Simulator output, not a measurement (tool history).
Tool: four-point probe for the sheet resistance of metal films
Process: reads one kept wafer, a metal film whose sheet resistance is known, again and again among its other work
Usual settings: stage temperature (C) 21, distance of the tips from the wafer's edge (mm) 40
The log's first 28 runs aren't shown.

| run | hour | stage temperature (C) | distance of the tips from the wafer's edge (mm) | sheet resistance as the instrument gives it (ohm/square) |
|---|---|---|---|---|
| 29 | 1817.2 | 22 | 53 | 0.179607 |
| 30 | 1883.1 | 33 | 21 | 0.178566 |
| 31 | 1929.8 | 21 | 6 | 0.183855 |
| 32 | 2009.3 | 21 | 6 | 0.183814 |
| 33 | 2055.6 | 24 | 8 | 0.18153 |
| 34 | 2124.8 | 24 | 8 | 0.181543 |
| 35 | 2178.5 | 21 | 8 | 0.181935 |
| 36 | 2266.5 | 21 | 8 | 0.181866 |
| 37 | 2322.7 | 24 | 61 | 0.179069 |
| 38 | 2401.8 | 25 | 5 | 0.184759 |
| 39 | 2491.4 | 21 | 34 | 0.179416 |
| 40 | 2575.8 | 20 | 8 | 0.181802 |
| 41 | 2663.7 | 33 | 65 | 0.177808 |
| 42 | 2725.6 | 32 | 15 | 0.178491 |
| 43 | 2820.8 | 22 | 6 | 0.183176 |
| 44 | 2873.3 | 22 | 6 | 0.183172 |

Forecast each of these 4 alternatives for the next run:
| A | 2912.4 | 29 | 20 | ? |
| B | 2912.4 | 29 | 40 | ? |
| C | 2912.4 | 22 | 16 | ? |
| D | 2912.4 | 21 | 3 | ? |

| run | sheet resistance as the instrument gives it (ohm/square) |
|---|---|
| A | 0.17845 |
| B | 0.178114 |
| C | 0.179463 |
| D | 0.194612 |
Without the tool's hidden state the same runs would have given:
| run | sheet resistance as the instrument gives it (ohm/square) |
|---|---|
| A | 0.17938 |
| B | 0.179042 |
| C | 0.180393 |
| D | 0.19561 |
